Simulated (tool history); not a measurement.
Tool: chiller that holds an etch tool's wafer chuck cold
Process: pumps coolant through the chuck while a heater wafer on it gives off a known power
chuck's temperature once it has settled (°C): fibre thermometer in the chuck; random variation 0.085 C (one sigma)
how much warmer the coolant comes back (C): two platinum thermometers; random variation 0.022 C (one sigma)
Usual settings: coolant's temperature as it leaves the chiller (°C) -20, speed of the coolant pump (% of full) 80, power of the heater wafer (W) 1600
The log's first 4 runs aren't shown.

run     day  coolant's temperature as it leaves the chiller (°C)  speed of the coolant pump (% of full)  power of the heater wafer (W)  chuck's temperature once it has settled (°C)  how much warmer the coolant comes back (C)
  5  20.154                                                  -20                                     80                           1600                                         -5.65                                        5.03
  6  27.129                                                  -20                                     80                           1600                                         -5.76                                           5
  7  33.938                                                  -20                                     80                           1028                                        -11.04                                         3.2
  8  38.362                                                  -25                                     80                           1600                                        -10.88                                        5.06
  9   42.65                                                  -25                                     80                           1600                                        -10.53                                        5.05
 10  49.462                                                  -25                                     80                           1600                                        -10.61                                        5.05
 11  55.067                                                  -20                                     80                           1600                                         -5.76                                        5.06
     58.479  -- chiller's thermometer calibrated
 12  59.138                                                  -20                                     80                           1600                                         -4.88                                        5.05
 13  63.688                                                  -20                                     80                           1600                                         -5.03                                        5.08
 14  71.554                                                  -20                                     80                           1040                                        -10.22                                        3.29
 15  78.762                                                  -20                                     80                           1040                                        -10.37                                         3.3
 16   85.35                                                  -11                                     68                           1579                                          6.06                                        6.03
 17   88.75                                                  -22                                     80                           1397                                         -8.89                                        4.45
 18  96.338                                                  -15                                     89                           1876                                          1.13                                        5.33

Run 19 comes next. What will it give?
 19  103.554                                                  -15                                     89                           1876                                             ?                                           ?

Run 19 gave chuck's temperature once it has settled (°C) 1.29, how much warmer the coolant comes back (C) 5.39.
Without the tool's hidden state the same run would have given chuck's temperature once it has settled (°C) -0.76, how much warmer the coolant comes back (C) 4.96.
